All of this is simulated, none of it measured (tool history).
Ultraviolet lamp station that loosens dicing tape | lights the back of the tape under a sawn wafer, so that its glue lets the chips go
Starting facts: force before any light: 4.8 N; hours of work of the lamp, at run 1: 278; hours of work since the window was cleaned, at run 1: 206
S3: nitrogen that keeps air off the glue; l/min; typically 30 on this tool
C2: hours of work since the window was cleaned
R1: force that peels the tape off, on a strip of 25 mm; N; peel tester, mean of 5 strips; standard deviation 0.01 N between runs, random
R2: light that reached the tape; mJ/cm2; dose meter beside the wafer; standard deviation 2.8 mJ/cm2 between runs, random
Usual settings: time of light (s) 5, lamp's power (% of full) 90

Run 1, day 0: usual settings; hours of work of the lamp 278; C2 206. Result: R1 0.568 N, R2 354 mJ/cm2.
Run 2, day 0.421: usual settings; hours of work of the lamp 284; C2 213. Result: R1 0.552 N, R2 361 mJ/cm2.
Run 3, day 0.788: usual settings; hours of work of the lamp 290; C2 218. Result: R1 0.555 N, R2 354 mJ/cm2.
Run 4, day 1.092: usual settings but time of light (s) 6; hours of work of the lamp 295; C2 223. Result: R1 0.384 N, R2 422 mJ/cm2.
Run 5, day 1.371: usual settings but time of light (s) 6; hours of work of the lamp 299; C2 227. Result: R1 0.381 N, R2 417 mJ/cm2.
Run 6, day 1.808: usual settings but time of light (s) 6; hours of work of the lamp 305; C2 234. Result: R1 0.398 N, R2 420 mJ/cm2.
Run 7, day 2.254: usual settings but time of light (s) 6, lamp's power (% of full) 70; hours of work of the lamp 312; C2 241. Result: R1 0.637 N, R2 325 mJ/cm2.
Run 8, day 2.638: usual settings; hours of work of the lamp 318; C2 247. Result: R1 0.581 N, R2 347 mJ/cm2.
Run 9, day 2.938: usual settings but S3 46 l/min; hours of work of the lamp 323; C2 251. Result: R1 0.451 N, R2 351 mJ/cm2.
Run 10, day 3.362: usual settings but S3 46 l/min; hours of work of the lamp 329; C2 258. Result: R1 0.444 N, R2 348 mJ/cm2.
Run 11, day 3.762: usual settings but lamp's power (% of full) 68, S3 11 l/min; hours of work of the lamp 335; C2 264. Result: R1 1.548 N, R2 262 mJ/cm2.
Run 12, day 4.254: usual settings but time of light (s) 2, lamp's power (% of full) 77, S3 19 l/min; hours of work of the lamp 343; C2 271. Result: R1 2.63 N, R2 116 mJ/cm2.
At day 4.308: window cleaned of glue's vapour.
Run 13, day 4.617: usual settings but time of light (s) 9, lamp's power (% of full) 75; hours of work of the lamp 348; C2 5. Result: R1 0.271 N, R2 496 mJ/cm2.
Run 14, day 4.842: usual settings but time of light (s) 9, lamp's power (% of full) 75; hours of work of the lamp 352; C2 8. Result: R1 0.276 N, R2 500 mJ/cm2.

Estimate the outcome of run 15 from the log above:
Run 15, day 5.092: usual settings but time of light (s) 9, lamp's power (% of full) 75; hours of work of the lamp 355; C2 12. Result: R1 ?, R2 ?.

Run 15 yielded R1 0.279 N, R2 497 mJ/cm2.
On a tool with no hidden condition, and with the same random variation, this run would have come out at R1 0.19 N, R2 594 mJ/cm2.
